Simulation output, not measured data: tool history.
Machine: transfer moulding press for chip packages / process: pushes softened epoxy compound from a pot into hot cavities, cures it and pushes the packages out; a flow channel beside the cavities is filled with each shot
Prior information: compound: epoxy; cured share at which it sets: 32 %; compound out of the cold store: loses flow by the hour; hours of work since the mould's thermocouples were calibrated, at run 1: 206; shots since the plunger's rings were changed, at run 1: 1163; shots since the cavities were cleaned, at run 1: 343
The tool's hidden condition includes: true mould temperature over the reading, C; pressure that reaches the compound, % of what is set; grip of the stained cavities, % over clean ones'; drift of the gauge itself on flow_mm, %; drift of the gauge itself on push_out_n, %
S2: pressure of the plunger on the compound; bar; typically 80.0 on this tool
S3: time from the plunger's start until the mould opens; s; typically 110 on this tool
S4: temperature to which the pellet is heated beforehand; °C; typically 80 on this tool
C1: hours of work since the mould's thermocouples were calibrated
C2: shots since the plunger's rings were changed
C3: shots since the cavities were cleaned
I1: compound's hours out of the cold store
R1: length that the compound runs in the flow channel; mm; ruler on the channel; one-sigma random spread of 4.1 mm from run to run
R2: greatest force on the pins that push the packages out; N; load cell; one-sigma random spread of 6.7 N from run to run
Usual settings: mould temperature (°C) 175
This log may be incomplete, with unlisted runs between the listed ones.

{"run": 1, "hour": 0.0, "mould temperature (°C)": 175, "S2": 80.0, "S3": 110, "S4": 80, "C1": 206, "C2": 1163, "C3": 343, "I1": 30.0, "R1": 656, "R2": 341}
{"run": 2, "hour": 7.9, "mould temperature (°C)": 175, "S2": 80.0, "S3": 110, "S4": 80, "C1": 211, "C2": 1232, "C3": 412, "I1": 25.8, "R1": 673, "R2": 375}
{"run": 3, "hour": 14.1, "mould temperature (°C)": 175, "S2": 80.0, "S3": 110, "S4": 80, "C1": 214, "C2": 1285, "C3": 465, "I1": 18.2, "R1": 697, "R2": 406}
{"run": 4, "hour": 19.6, "mould temperature (°C)": 175, "S2": 80.0, "S3": 110, "S4": 80, "C1": 217, "C2": 1333, "C3": 513, "I1": 24.2, "R1": 682, "R2": 383}
{"run": 5, "hour": 31.4, "mould temperature (°C)": 175, "S2": 80.0, "S3": 110, "S4": 80, "C1": 223, "C2": 1436, "C3": 616, "I1": 17.2, "R1": 704, "R2": 400}
{"run": 6, "hour": 36.9, "mould temperature (°C)": 175, "S2": 80.0, "S3": 110, "S4": 80, "C1": 226, "C2": 1483, "C3": 663, "I1": 35.7, "R1": 635, "R2": 390}
{"hour": 42.1, "done": "cavities cleaned with cleaning compound and waxed"}
{"run": 7, "hour": 46.2, "mould temperature (°C)": 169, "S2": 80.0, "S3": 110, "S4": 80, "C1": 230, "C2": 1551, "C3": 36, "I1": 30.6, "R1": 671, "R2": 377}
{"run": 8, "hour": 51.2, "mould temperature (°C)": 169, "S2": 80.0, "S3": 110, "S4": 80, "C1": 233, "C2": 1594, "C3": 79, "I1": 34.3, "R1": 655, "R2": 391}
{"hour": 54.0, "done": "mould's thermocouples calibrated"}
{"run": 9, "hour": 58.4, "mould temperature (°C)": 175, "S2": 80.0, "S3": 110, "S4": 80, "C1": 2, "C2": 1640, "C3": 125, "I1": 20.7, "R1": 686, "R2": 313}
{"run": 10, "hour": 66.3, "mould temperature (°C)": 175, "S2": 80.0, "S3": 110, "S4": 80, "C1": 7, "C2": 1708, "C3": 193, "I1": 46.5, "R1": 596, "R2": 321}
{"run": 11, "hour": 74.3, "mould temperature (°C)": 175, "S2": 80.0, "S3": 110, "S4": 80, "C1": 11, "C2": 1777, "C3": 262, "I1": 32.1, "R1": 638, "R2": 347}
{"hour": 80.6, "done": "mould's thermocouples calibrated, once more"}
{"run": 12, "hour": 88.0, "mould temperature (°C)": 175, "S2": 80.0, "S3": 110, "S4": 80, "C1": 4, "C2": 1879, "C3": 364, "I1": 38.0, "R1": 620, "R2": 358}
{"run": 13, "hour": 93.6, "mould temperature (°C)": 175, "S2": 80.0, "S3": 110, "S4": 80, "C1": 7, "C2": 1928, "C3": 413, "I1": 8.2, "R1": 736, "R2": 367}
{"run": 14, "hour": 102.0, "mould temperature (°C)": 175, "S2": 80.0, "S3": 110, "S4": 80, "C1": 12, "C2": 2000, "C3": 485, "I1": 13.6, "R1": 713, "R2": 376}
{"run": 15, "hour": 111.3, "mould temperature (°C)": 175, "S2": 80.0, "S3": 110, "S4": 80, "C1": 17, "C2": 2081, "C3": 566, "I1": 26.2, "R1": 658, "R2": 381}
{"run": 16, "hour": 117.3, "mould temperature (°C)": 172, "S2": 80.0, "S3": 110, "S4": 80, "C1": 20, "C2": 2134, "C3": 619, "I1": 46.9, "R1": 591, "R2": 426}
{"run": 17, "hour": 123.9, "mould temperature (°C)": 172, "S2": 80.0, "S3": 110, "S4": 82, "C1": 23, "C2": 2191, "C3": 676, "I1": 21.9, "R1": 685, "R2": 451}
{"hour": 128.0, "done": "cavities cleaned with cleaning compound and waxed"}
{"run": 18, "hour": 135.7, "mould temperature (°C)": 172, "S2": 80.0, "S3": 110, "S4": 82, "C1": 29, "C2": 2280, "C3": 67, "I1": 26.4, "R1": 667, "R2": 333}
{"run": 19, "hour": 142.1, "mould temperature (°C)": 172, "S2": 80.0, "S3": 104, "S4": 73, "C1": 32, "C2": 2336, "C3": 123, "I1": 29.0, "R1": 653, "R2": 371}
{"run": 20, "hour": 149.4, "mould temperature (°C)": 179, "S2": 80.0, "S3": 110, "S4": 80, "C1": 36, "C2": 2399, "C3": 186, "I1": 12.1, "R1": 697, "R2": 308}
{"run": 21, "hour": 158.1, "mould temperature (°C)": 181, "S2": 68.7, "S3": 137, "S4": 87, "C1": 41, "C2": 2475, "C3": 262, "I1": 45.6, "R1": 531, "R2": 309}
{"run": 22, "hour": 165.4, "mould temperature (°C)": 169, "S2": 98.0, "S3": 110, "S4": 78, "C1": 45, "C2": 2538, "C3": 325, "I1": 21.7, "R1": 761, "R2": 470}
{"run": 23, "hour": 173.3, "mould temperature (°C)": 169, "S2": 91.9, "S3": 118, "S4": 85, "C1": 49, "C2": 2606, "C3": 393, "I1": 20.3, "R1": 744, "R2": 428}
{"run": 24, "hour": 183.8, "mould temperature (°C)": 177, "S2": 94.3, "S3": 113, "S4": 80, "C1": 55, "C2": 2697, "C3": 484, "I1": 46.4, "R1": 628, "R2": 349}
{"run": 25, "hour": 193.8, "mould temperature (°C)": 177, "S2": 94.3, "S3": 113, "S4": 80, "C1": 60, "C2": 2785, "C3": 572, "I1": 17.8, "R1": 740, "R2": 373}
{"run": 26, "hour": 199.3, "mould temperature (°C)": 175, "S2": 80.0, "S3": 109, "S4": 72, "C1": 63, "C2": 2832, "C3": 619, "I1": 14.4, "R1": 697, "R2": 403}
{"run": 27, "hour": 206.3, "mould temperature (°C)": 175, "S2": 80.0, "S3": 109, "S4": 72, "C1": 67, "C2": 2893, "C3": 680, "I1": 9.7, "R1": 720, "R2": 407}
{"hour": 210.0, "done": "cavities cleaned with cleaning compound and waxed"}
{"run": 28, "hour": 212.8, "mould temperature (°C)": 175, "S2": 80.0, "S3": 109, "S4": 72, "C1": 70, "C2": 2936, "C3": 24, "I1": 13.9, "R1": 697, "R2": 288}

Consider 4 possible next runs. They are alternatives, not a sequence: every one starts from the tool as it was left by run 28. What does each give?
{"run": "A", "hour": 224.0, "mould temperature (°C)": 175, "S2": 80.0, "S3": 109, "S4": 76, "C1": 76, "C2": 3033, "C3": 121, "I1": 40.1, "R1": "?", "R2": "?"}
{"run": "B", "hour": 224.0, "mould temperature (°C)": 180, "S2": 66.8, "S3": 126, "S4": 80, "C1": 76, "C2": 3033, "C3": 121, "I1": 20.4, "R1": "?", "R2": "?"}
{"run": "C", "hour": 224.0, "mould temperature (°C)": 175, "S2": 61.0, "S3": 109, "S4": 76, "C1": 76, "C2": 3033, "C3": 121, "I1": 12.3, "R1": "?", "R2": "?"}
{"run": "D", "hour": 224.0, "mould temperature (°C)": 175, "S2": 80.0, "S3": 139, "S4": 73, "C1": 76, "C2": 3033, "C3": 121, "I1": 18.0, "R1": "?", "R2": "?"}

run=A R1=599 R2=291
run=B R1=601 R2=286
run=C R1=618 R2=325
run=D R1=683 R2=287
Had the tool no hidden state, the same runs would have come out as:
run=A R1=639 R2=246
run=B R1=641 R2=243
run=C R1=659 R2=277
run=D R1=729 R2=244

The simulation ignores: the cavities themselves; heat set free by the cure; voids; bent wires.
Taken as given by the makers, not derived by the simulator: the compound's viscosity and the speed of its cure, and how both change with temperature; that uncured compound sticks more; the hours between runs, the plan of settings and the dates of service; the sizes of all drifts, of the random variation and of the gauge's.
